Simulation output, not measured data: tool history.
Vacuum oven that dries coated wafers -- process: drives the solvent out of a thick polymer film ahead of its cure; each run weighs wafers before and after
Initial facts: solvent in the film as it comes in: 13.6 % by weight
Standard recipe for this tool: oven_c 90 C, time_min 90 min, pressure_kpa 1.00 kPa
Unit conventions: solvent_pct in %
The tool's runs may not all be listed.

{"run": 1, "hour": 0.0, "oven_c": 90, "time_min": 90, "pressure_kpa": 1.0, "solvent_pct": 2.97}
{"run": 2, "hour": 18.6, "oven_c": 90, "time_min": 90, "pressure_kpa": 2.92, "solvent_pct": 4.19}
{"run": 3, "hour": 33.8, "oven_c": 90, "time_min": 90, "pressure_kpa": 1.55, "solvent_pct": 3.5}
{"run": 4, "hour": 42.8, "oven_c": 90, "time_min": 56, "pressure_kpa": 1.55, "solvent_pct": 5.12}
{"run": 5, "hour": 52.3, "oven_c": 90, "time_min": 90, "pressure_kpa": 1.0, "solvent_pct": 2.97}
{"run": 6, "hour": 69.2, "oven_c": 90, "time_min": 90, "pressure_kpa": 1.0, "solvent_pct": 3.12}
{"run": 7, "hour": 77.9, "oven_c": 90, "time_min": 90, "pressure_kpa": 0.58, "solvent_pct": 2.88}
{"run": 8, "hour": 96.8, "oven_c": 90, "time_min": 90, "pressure_kpa": 0.58, "solvent_pct": 2.83}
{"run": 9, "hour": 113.8, "oven_c": 90, "time_min": 145, "pressure_kpa": 0.58, "solvent_pct": 1.32}
{"hour": 120.7, "done": "oven's thermocouples calibrated"}
{"run": 10, "hour": 133.4, "oven_c": 90, "time_min": 145, "pressure_kpa": 0.58, "solvent_pct": 0.91}
{"run": 11, "hour": 143.0, "oven_c": 90, "time_min": 145, "pressure_kpa": 0.58, "solvent_pct": 0.9}
{"run": 12, "hour": 161.3, "oven_c": 90, "time_min": 145, "pressure_kpa": 0.58, "solvent_pct": 0.92}
{"run": 13, "hour": 179.3, "oven_c": 90, "time_min": 90, "pressure_kpa": 1.0, "solvent_pct": 2.18}
{"run": 14, "hour": 198.3, "oven_c": 90, "time_min": 90, "pressure_kpa": 1.0, "solvent_pct": 2.29}
{"run": 15, "hour": 209.6, "oven_c": 90, "time_min": 90, "pressure_kpa": 1.0, "solvent_pct": 2.3}
{"run": 16, "hour": 219.6, "oven_c": 90, "time_min": 141, "pressure_kpa": 1.0, "solvent_pct": 1.28}
{"run": 17, "hour": 231.0, "oven_c": 82, "time_min": 141, "pressure_kpa": 1.0, "solvent_pct": 2.65}
{"run": 18, "hour": 247.0, "oven_c": 82, "time_min": 141, "pressure_kpa": 1.0, "solvent_pct": 2.63}
{"run": 19, "hour": 261.1, "oven_c": 90, "time_min": 90, "pressure_kpa": 1.0, "solvent_pct": 2.28}
{"run": 20, "hour": 275.7, "oven_c": 78, "time_min": 90, "pressure_kpa": 1.0, "solvent_pct": 5.22}
{"run": 21, "hour": 286.7, "oven_c": 78, "time_min": 90, "pressure_kpa": 1.0, "solvent_pct": 5.24}
{"run": 22, "hour": 298.3, "oven_c": 78, "time_min": 90, "pressure_kpa": 1.0, "solvent_pct": 5.09}
{"run": 23, "hour": 316.2, "oven_c": 90, "time_min": 72, "pressure_kpa": 1.0, "solvent_pct": 2.98}
{"run": 24, "hour": 335.1, "oven_c": 90, "time_min": 90, "pressure_kpa": 1.0, "solvent_pct": 2.24}
{"run": 25, "hour": 353.1, "oven_c": 84, "time_min": 90, "pressure_kpa": 2.67, "solvent_pct": 4.74}
{"run": 26, "hour": 368.4, "oven_c": 92, "time_min": 119, "pressure_kpa": 1.33, "solvent_pct": 1.44}
{"run": 27, "hour": 382.2, "oven_c": 101, "time_min": 128, "pressure_kpa": 1.29, "solvent_pct": 0.76}
{"run": 28, "hour": 391.6, "oven_c": 79, "time_min": 65, "pressure_kpa": 1.97, "solvent_pct": 6.81}
{"run": 29, "hour": 403.7, "oven_c": 79, "time_min": 133, "pressure_kpa": 0.96, "solvent_pct": 3.48}
{"run": 30, "hour": 422.9, "oven_c": 84, "time_min": 147, "pressure_kpa": 1.0, "solvent_pct": 2.16}
{"run": 31, "hour": 435.9, "oven_c": 84, "time_min": 102, "pressure_kpa": 1.68, "solvent_pct": 3.63}
{"run": 32, "hour": 450.4, "oven_c": 80, "time_min": 129, "pressure_kpa": 3.43, "solvent_pct": 5.43}
{"run": 33, "hour": 464.3, "oven_c": 80, "time_min": 129, "pressure_kpa": 3.43, "solvent_pct": 5.44}
{"run": 34, "hour": 482.6, "oven_c": 77, "time_min": 73, "pressure_kpa": 2.04, "solvent_pct": 7.05}
{"run": 35, "hour": 495.2, "oven_c": 78, "time_min": 57, "pressure_kpa": 3.28, "solvent_pct": 8.22}
{"run": 36, "hour": 506.6, "oven_c": 78, "time_min": 57, "pressure_kpa": 3.28, "solvent_pct": 8.19}
{"run": 37, "hour": 520.3, "oven_c": 93, "time_min": 154, "pressure_kpa": 3.28, "solvent_pct": 2.19}
{"run": 38, "hour": 536.2, "oven_c": 93, "time_min": 154, "pressure_kpa": 3.28, "solvent_pct": 2.33}
{"run": 39, "hour": 548.7, "oven_c": 90, "time_min": 135, "pressure_kpa": 3.28, "solvent_pct": 2.79}
{"run": 40, "hour": 567.0, "oven_c": 90, "time_min": 143, "pressure_kpa": 1.45, "solvent_pct": 1.54}
{"run": 41, "hour": 577.6, "oven_c": 85, "time_min": 47, "pressure_kpa": 0.56, "solvent_pct": 5.69}
{"run": 42, "hour": 595.6, "oven_c": 97, "time_min": 82, "pressure_kpa": 1.62, "solvent_pct": 1.74}
{"run": 43, "hour": 603.9, "oven_c": 75, "time_min": 82, "pressure_kpa": 3.65, "solvent_pct": 8.35}
{"run": 44, "hour": 623.2, "oven_c": 100, "time_min": 54, "pressure_kpa": 1.96, "solvent_pct": 2.42}
{"run": 45, "hour": 636.6, "oven_c": 80, "time_min": 51, "pressure_kpa": 1.62, "solvent_pct": 7.03}
{"run": 46, "hour": 649.8, "oven_c": 104, "time_min": 141, "pressure_kpa": 1.0, "solvent_pct": 0.5}
{"run": 47, "hour": 670.1, "oven_c": 104, "time_min": 141, "pressure_kpa": 1.0, "solvent_pct": 0.5}

3 options for the next run, each taken on its own from the tool as it stands now. Forecast them:
{"run": "A", "hour": 687.9, "oven_c": 91, "time_min": 94, "pressure_kpa": 1.26, "solvent_pct": "?"}
{"run": "B", "hour": 687.9, "oven_c": 98, "time_min": 90, "pressure_kpa": 1.0, "solvent_pct": "?"}
{"run": "C", "hour": 687.9, "oven_c": 99, "time_min": 83, "pressure_kpa": 1.9, "solvent_pct": "?"}

run=A solvent_pct=2.28
run=B solvent_pct=1.06
run=C solvent_pct=1.60
Stripped of hidden state, with their random variation kept, the same runs would have yielded:
run=A solvent_pct=2.20
run=B solvent_pct=0.99
run=C solvent_pct=1.53
